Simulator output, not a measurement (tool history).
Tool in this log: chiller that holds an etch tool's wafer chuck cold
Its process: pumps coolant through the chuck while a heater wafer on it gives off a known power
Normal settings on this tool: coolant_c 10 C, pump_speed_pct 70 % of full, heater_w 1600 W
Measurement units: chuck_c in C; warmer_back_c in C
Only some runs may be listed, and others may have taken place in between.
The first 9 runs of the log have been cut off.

run,day,coolant_c,pump_speed_pct,heater_w,hours since the coolant was changed and the channels were flushed,hours since the pump was overhauled,hours since the chiller's thermometer was calibrated,chuck_c,warmer_back_c
10,11.217,10,70,931,5887,2080,3103,18.8,2.44
11,12.417,10,77,1600,5915,2109,3132,24.1,3.71
# day 12.954: chiller's thermometer calibrated
12,13.633,10,77,1600,5944,2137,16,23.9,3.8
13,15.483,10,77,1600,5988,2181,61,23.6,3.74
14,16.921,10,77,822,6022,2216,95,16.9,1.99
15,18.217,10,77,822,6054,2247,126,17,1.89
16,19.508,15,70,1600,6085,2278,157,30.3,4.19
17,21.317,19,100,951,6128,2321,201,25.2,1.65
18,22.783,5,61,1707,6163,2356,236,23.8,5.21
# day 23.838: chiller's thermometer calibrated, once more
19,23.983,5,61,1707,6191,2384,4,24.3,5.26
20,25.533,5,61,1707,6228,2421,41,24.2,5.25
21,26.854,5,61,1707,6260,2453,72,24.4,5.18
22,28.529,5,61,1707,6300,2493,113,24.2,5.23
23,29.758,19,91,1707,6330,2523,142,32.1,3.33
24,31.104,5,91,1707,6362,2555,174,18.1,3.29
25,32.204,10,81,2137,6388,2582,201,28.4,4.73
26,33.654,10,86,1168,6423,2616,236,19.4,2.38
27,34.862,2,71,1600,6452,2645,265,17.7,4.06
28,35.921,2,71,1600,6477,2671,290,17.6,4.13
29,37.646,2,71,1600,6519,2712,331,17.8,4.14
30,38.479,2,71,1600,6539,2732,351,17.7,4.16
31,40.325,6,92,1181,6583,2776,396,15.1,2.22

4 options for the next run, each taken on its own from the tool as it stands now. Forecast them:
A,41.796,6,65,829,6618,2812,431,?,?
B,41.796,10,70,1741,6618,2812,431,?,?
C,41.796,2,92,1229,6618,2812,431,?,?
D,41.796,10,93,1600,6618,2812,431,?,?

run,chuck_c,warmer_back_c
A,14.8,2.35
B,27.3,4.52
C,11.4,2.33
D,22,3.05
Had the tool no hidden state, the same runs would have come out as:
run,chuck_c,warmer_back_c
A,14,2.28
B,25.6,4.38
C,10.5,2.26
D,20.9,2.96
